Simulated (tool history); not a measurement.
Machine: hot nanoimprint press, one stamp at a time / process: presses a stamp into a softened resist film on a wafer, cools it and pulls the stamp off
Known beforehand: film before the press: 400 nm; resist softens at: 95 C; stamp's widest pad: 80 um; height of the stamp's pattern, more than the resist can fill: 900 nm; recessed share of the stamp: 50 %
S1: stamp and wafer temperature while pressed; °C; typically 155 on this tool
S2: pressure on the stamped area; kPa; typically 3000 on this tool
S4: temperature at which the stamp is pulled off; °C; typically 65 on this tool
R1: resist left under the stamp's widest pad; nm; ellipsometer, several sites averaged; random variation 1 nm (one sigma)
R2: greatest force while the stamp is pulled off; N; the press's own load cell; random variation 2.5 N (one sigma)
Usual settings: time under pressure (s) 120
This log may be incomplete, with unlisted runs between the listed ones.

Run 1, hour 0: usual settings. Result: R1 210.1 nm, R2 173 N.
Run 2, hour 83.7: usual settings. Result: R1 210.1 nm, R2 172 N.
At hour 151.9: plate thermocouple calibrated.
Run 3, hour 158.2: usual settings but S1 148 °C. Result: R1 270.1 nm, R2 181 N.
At hour 199.1: stamp cleaned and given a new release coat.
Run 4, hour 222: usual settings but S1 148 °C. Result: R1 271.8 nm, R2 132 N.
Run 5, hour 288.2: usual settings but S1 148 °C. Result: R1 273.2 nm, R2 133 N.
Run 6, hour 369.4: usual settings but S1 148 °C. Result: R1 274.2 nm, R2 149 N.
Run 7, hour 434.4: usual settings but S1 148 °C, S2 3760 kPa, time under pressure (s) 77. Result: R1 283.2 nm, R2 148 N.
Run 8, hour 493.1: usual settings but S2 1990 kPa. Result: R1 262.2 nm, R2 158 N.
Run 9, hour 540.8: usual settings but S1 156 °C, time under pressure (s) 72, S4 67 °C. Result: R1 253.6 nm, R2 161 N.
Run 10, hour 580.8: usual settings but S1 156 °C, time under pressure (s) 219, S4 53 °C. Result: R1 176.9 nm, R2 181 N.
At hour 601.9: plate thermocouple calibrated, once more.
Run 11, hour 644.5: usual settings but S1 156 °C, S2 2370 kPa, time under pressure (s) 127, S4 66 °C. Result: R1 215.7 nm, R2 166 N.
Run 12, hour 710.8: usual settings but S1 164 °C, time under pressure (s) 96. Result: R1 167.1 nm, R2 177 N.

5 options for the next run, each taken on its own from the tool as it stands now. Forecast them:
At hour 763.8: stamp cleaned and given a new release coat.
Run A, hour 783.2: usual settings but S1 152 °C, S2 3740 kPa. Result: R1 ?, R2 ?.
At hour 763.8: stamp cleaned and given a new release coat.
Run B, hour 783.2: usual settings but S4 72 °C. Result: R1 ?, R2 ?.
At hour 763.8: stamp cleaned and given a new release coat.
Run C, hour 783.2: usual settings but S2 3780 kPa, time under pressure (s) 88. Result: R1 ?, R2 ?.
At hour 763.8: stamp cleaned and given a new release coat.
Run D, hour 783.2: usual settings but time under pressure (s) 161. Result: R1 ?, R2 ?.
At hour 763.8: stamp cleaned and given a new release coat.
Run E, hour 783.2: usual settings but S1 143 °C, time under pressure (s) 199, S4 62 °C. Result: R1 ?, R2 ?.

run     R1   R2
  A    207  129
  B  204.4  127
  C  206.2  134
  D    187  131
  E  265.5  136
With no hidden state in the tool, these same runs would have given:
run     R1   R2
  A  192.5  127
  B  192.1  125
  C  191.9  131
  D  175.2  129
  E    251  134
